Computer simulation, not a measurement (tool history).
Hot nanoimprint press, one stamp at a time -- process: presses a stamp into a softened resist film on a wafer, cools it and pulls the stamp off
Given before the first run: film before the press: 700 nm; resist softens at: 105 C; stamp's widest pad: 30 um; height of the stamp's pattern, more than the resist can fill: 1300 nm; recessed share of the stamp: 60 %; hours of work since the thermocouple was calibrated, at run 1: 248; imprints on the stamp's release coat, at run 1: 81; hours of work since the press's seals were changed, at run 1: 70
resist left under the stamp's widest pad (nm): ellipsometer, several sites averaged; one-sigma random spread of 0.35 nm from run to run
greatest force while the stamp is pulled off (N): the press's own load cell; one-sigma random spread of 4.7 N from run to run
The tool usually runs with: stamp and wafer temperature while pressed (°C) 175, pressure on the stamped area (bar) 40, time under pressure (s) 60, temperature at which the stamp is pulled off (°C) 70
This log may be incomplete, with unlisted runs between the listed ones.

run   hour  stamp and wafer temperature while pressed (°C)  pressure on the stamped area (bar)  time under pressure (s)  temperature at which the stamp is pulled off (°C)  hours of work since the thermocouple was calibrated  imprints on the stamp's release coat  hours of work since the press's seals were changed  resist left under the stamp's widest pad (nm)  greatest force while the stamp is pulled off (N)
  1      0                                             175                                  40                       60                                                 70                                                  248                                    81                                                  70                                          251.6                                               234
  2    8.4                                             175                                  40                       60                                                 70                                                  252                                   107                                                  74                                          251.7                                               231
  3   17.1                                             173                                  40                       60                                                 70                                                  256                                   134                                                  78                                          267.1                                               229
  4   22.7                                             173                                  40                       60                                                 70                                                  259                                   151                                                  81                                          267.1                                               238
  5   36.3                                             175                                28.6                       60                                                 70                                                  265                                   194                                                  87                                          296.6                                               222
  6   43.2                                             175                                28.6                       60                                                 70                                                  268                                   215                                                  90                                            296                                               228
  7   54.7                                             175                                28.6                       60                                                 70                                                  274                                   250                                                  96                                          296.2                                               225
  8   63.3                                             175                                28.6                       60                                                 70                                                  278                                   277                                                 100                                          296.7                                               231
  9   74.6                                             175                                  40                       60                                                 60                                                  283                                   312                                                 105                                          251.9                                               278
 10   81.2                                             175                                  40                       60                                                 70                                                  286                                   333                                                 108                                          251.9                                               239
 11   90.5                                             175                                  40                       60                                                 70                                                  290                                   361                                                 113                                          251.8                                               226
 12  103.3                                             175                                  40                       60                                                 70                                                  296                                   401                                                 119                                          251.5                                               229
 13    116                                             175                                  40                       60                                                 70                                                  302                                   440                                                 124                                          251.7                                               229
 14  128.4                                             175                                  40                       50                                                 68                                                  308                                   479                                                 130                                          271.1                                               241
 15  136.2                                             175                                  40                       50                                                 68                                                  312                                   503                                                 134                                          270.5                                               243
 16  144.8                                             174                                  40                       60                                                 70                                                  316                                   530                                                 138                                          259.2                                               230
 17  152.3                                             171                                34.1                       60                                                 58                                                  319                                   553                                                 141                                          306.3                                               291
 18  159.7                                             171                                34.1                       60                                                 58                                                  323                                   576                                                 145                                          306.3                                               288
 19  171.6                                             171                                34.1                       60                                                 58                                                  328                                   613                                                 150                                          306.6                                               282
 20  184.9                                             171                                34.1                       60                                                 58                                                  334                                   654                                                 157                                          306.5                                               284
 21  190.5                                             171                                34.1                       60                                                 58                                                  337                                   671                                                 159                                          306.2                                               280
 22  196.2                                             166                                46.8                       34                                                 72                                                  340                                   689                                                 162                                          378.3                                               225
 23  208.7                                             184                                46.8                       34                                                 67                                                  345                                   728                                                 168                                          226.8                                               240
 24  222.6                                             184                                46.8                       34                                                 67                                                  352                                   771                                                 174                                          226.9                                               250
 25  235.6                                             184                                43.1                       34                                                 61                                                  358                                   811                                                 180                                          235.5                                               276

Forecast each of these 5 alternatives for the next run:
  A  247.7                                             184                                43.1                       67                                                 61                                                  364                                   848                                                 186                                              ?                                                 ?
  B  247.7                                             169                                  40                       60                                                 68                                                  364                                   848                                                 186                                              ?                                                 ?
  C  247.7                                             180                                43.1                       34                                                 61                                                  364                                   848                                                 186                                              ?                                                 ?
  D  247.7                                             184                                43.1                       37                                                 63                                                  364                                   848                                                 186                                              ?                                                 ?
  E  247.7                                             187                                32.9                       45                                                 70                                                  364                                   848                                                 186                                              ?                                                 ?

run  resist left under the stamp's widest pad (nm)  greatest force while the stamp is pulled off (N)
  A                                          178.3                                               275
  B                                          302.2                                               242
  C                                          263.2                                               270
  D                                          228.1                                               254
  E                                          223.8                                               237
Stripped of hidden state, with their random variation kept, the same runs would have yielded:
run  resist left under the stamp's widest pad (nm)  greatest force while the stamp is pulled off (N)
  A                                          178.5                                               272
  B                                          302.5                                               240
  C                                          263.5                                               267
  D                                          228.3                                               251
  E                                            224                                               234
